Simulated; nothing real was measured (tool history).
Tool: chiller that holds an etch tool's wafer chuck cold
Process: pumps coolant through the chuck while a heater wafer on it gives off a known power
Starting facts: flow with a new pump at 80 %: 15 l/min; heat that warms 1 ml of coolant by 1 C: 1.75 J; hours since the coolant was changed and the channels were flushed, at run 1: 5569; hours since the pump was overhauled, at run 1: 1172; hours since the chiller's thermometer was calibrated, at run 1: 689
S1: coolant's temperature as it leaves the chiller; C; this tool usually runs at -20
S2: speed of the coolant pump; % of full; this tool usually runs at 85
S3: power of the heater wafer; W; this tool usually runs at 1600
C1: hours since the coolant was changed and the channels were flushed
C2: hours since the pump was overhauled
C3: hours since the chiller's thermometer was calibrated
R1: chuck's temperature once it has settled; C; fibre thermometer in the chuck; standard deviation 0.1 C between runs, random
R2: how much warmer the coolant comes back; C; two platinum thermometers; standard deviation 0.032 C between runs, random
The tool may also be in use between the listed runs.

Run 1, hour 0: usual settings; C1 5569; C2 1172; C3 689. Result: R1 -2.8 C, R2 3.43 C.
Run 2, hour 57.7: usual settings; C1 5626; C2 1229; C3 747. Result: R1 -2.8 C, R2 3.44 C.
Run 3, hour 87.9: usual settings but S3 2175 W; C1 5657; C2 1260; C3 777. Result: R1 3.1 C, R2 4.69 C.
Run 4, hour 114.8: usual settings but S3 2175 W; C1 5683; C2 1286; C3 804. Result: R1 3.2 C, R2 4.67 C.
Run 5, hour 174.1: usual settings but S1 -21 C; C1 5743; C2 1346; C3 863. Result: R1 -3.7 C, R2 3.49 C.
Run 6, hour 207.6: usual settings but S1 -21 C, S3 1696 W; C1 5776; C2 1379; C3 896. Result: R1 -2.8 C, R2 3.7 C.
Run 7, hour 239.4: usual settings but S1 -21 C, S3 1696 W; C1 5808; C2 1411; C3 928. Result: R1 -3 C, R2 3.71 C.
Run 8, hour 264.9: usual settings but S1 -21 C, S3 1696 W; C1 5834; C2 1437; C3 954. Result: R1 -2.9 C, R2 3.72 C.
Run 9, hour 306.7: usual settings but S1 -21 C, S3 1696 W; C1 5875; C2 1478; C3 996. Result: R1 -2.9 C, R2 3.69 C.
Run 10, hour 351.1: usual settings but S1 -21 C, S3 1696 W; C1 5920; C2 1523; C3 1040. Result: R1 -2.8 C, R2 3.72 C.
Run 11, hour 401: usual settings but S1 -21 C; C1 5970; C2 1573; C3 1090. Result: R1 -3.8 C, R2 3.49 C.
Run 12, hour 445.3: usual settings but S1 -21 C; C1 6014; C2 1617; C3 1134. Result: R1 -3.8 C, R2 3.53 C.
Run 13, hour 488.7: usual settings but S1 -21 C; C1 6057; C2 1660; C3 1178. Result: R1 -3.9 C, R2 3.45 C.
Run 14, hour 539.2: usual settings but S3 1033 W; C1 6108; C2 1711; C3 1228. Result: R1 -9.1 C, R2 2.34 C.
Run 15, hour 598.7: usual settings but S3 1608 W; C1 6167; C2 1770; C3 1288. Result: R1 -2.8 C, R2 3.59 C.
Run 16, hour 628.3: usual settings but S3 1617 W; C1 6197; C2 1800; C3 1317. Result: R1 -2.4 C, R2 3.58 C.
Run 17, hour 674.3: usual settings but S1 -18 C, S2 83 % of full, S3 1617 W; C1 6243; C2 1846; C3 1363. Result: R1 -0.6 C, R2 3.68 C.
Run 18, hour 729.2: usual settings but S1 -17 C, S2 84 % of full, S3 1479 W; C1 6298; C2 1901; C3 1418. Result: R1 -1.1 C, R2 3.37 C.
Run 19, hour 755: usual settings but S1 -17 C, S3 1395 W; C1 6324; C2 1927; C3 1444. Result: R1 -1.9 C, R2 3.19 C.
Run 20, hour 802.2: usual settings but S1 -17 C, S2 96 % of full, S3 1420 W; C1 6371; C2 1974; C3 1491. Result: R1 -2.6 C, R2 2.84 C.
Run 21, hour 840.8: usual settings but S1 -13 C, S2 66 % of full, S3 1779 W; C1 6409; C2 2012; C3 1530. Result: R1 8.8 C, R2 5.18 C.
Run 22, hour 879.1: usual settings but S1 -13 C, S2 66 % of full, S3 1779 W; C1 6448; C2 2051; C3 1568. Result: R1 8.7 C, R2 5.17 C.
Run 23, hour 928.1: usual settings but S1 -13 C, S2 66 % of full, S3 1423 W; C1 6497; C2 2100; C3 1617. Result: R1 4.5 C, R2 4.13 C.
Run 24, hour 955: usual settings but S1 -13 C, S2 66 % of full, S3 1423 W; C1 6524; C2 2127; C3 1644. Result: R1 4.4 C, R2 4.18 C.
Run 25, hour 1014.4: usual settings but S1 -21 C, S2 73 % of full, S3 916 W; C1 6583; C2 2186; C3 1703. Result: R1 -10.4 C, R2 2.53 C.
Run 26, hour 1043.2: usual settings but S2 83 % of full, S3 1327 W; C1 6612; C2 2215; C3 1732. Result: R1 -5.8 C, R2 3.16 C.
Run 27, hour 1077.6: usual settings but S2 83 % of full, S3 1106 W; C1 6646; C2 2249; C3 1766. Result: R1 -8.1 C, R2 2.69 C.
Run 28, hour 1108.1: usual settings but S1 -24 C, S2 87 % of full; C1 6677; C2 2280; C3 1797. Result: R1 -7.3 C, R2 3.6 C.
Run 29, hour 1155: usual settings but S1 -24 C, S2 87 % of full; C1 6724; C2 2327; C3 1844. Result: R1 -7 C, R2 3.57 C.
Run 30, hour 1199.1: usual settings but S1 -15 C, S2 79 % of full, S3 1044 W; C1 6768; C2 2371; C3 1888. Result: R1 -3.3 C, R2 2.7 C.
Run 31, hour 1225.2: usual settings but S1 -25 C, S3 1417 W; C1 6794; C2 2397; C3 1914. Result: R1 -10.1 C, R2 3.29 C.
Run 32, hour 1282.4: usual settings but S1 -13 C, S2 68 % of full, S3 2288 W; C1 6851; C2 2454; C3 1971. Result: R1 14.4 C, R2 6.52 C.

Here are 4 independent what-if runs from the current tool condition. What would each one return?
Run A, hour 1310: usual settings but S1 -13 C, S2 77 % of full, S3 852 W; C1 6879; C2 2482; C3 1999. Result: R1 ?, R2 ?.
Run B, hour 1310: usual settings but S1 -29 C, S2 83 % of full, S3 2288 W; C1 6879; C2 2482; C3 1999. Result: R1 ?, R2 ?.
Run C, hour 1310: usual settings but S1 -11 C, S2 68 % of full, S3 2288 W; C1 6879; C2 2482; C3 1999. Result: R1 ?, R2 ?.
Run D, hour 1310: usual settings but S2 72 % of full; C1 6879; C2 2482; C3 1999. Result: R1 ?, R2 ?.

run    R1    R2
  A  -3.5  2.27
  B  -4.3   5.3
  C  16.3  6.48
  D  -1.5  4.34
With the hidden condition removed and each run's random variation left untouched, the same runs would have given:
run    R1    R2
  A  -3.5     2
  B  -4.3  5.03
  C  16.3  6.22
  D  -1.5  4.07
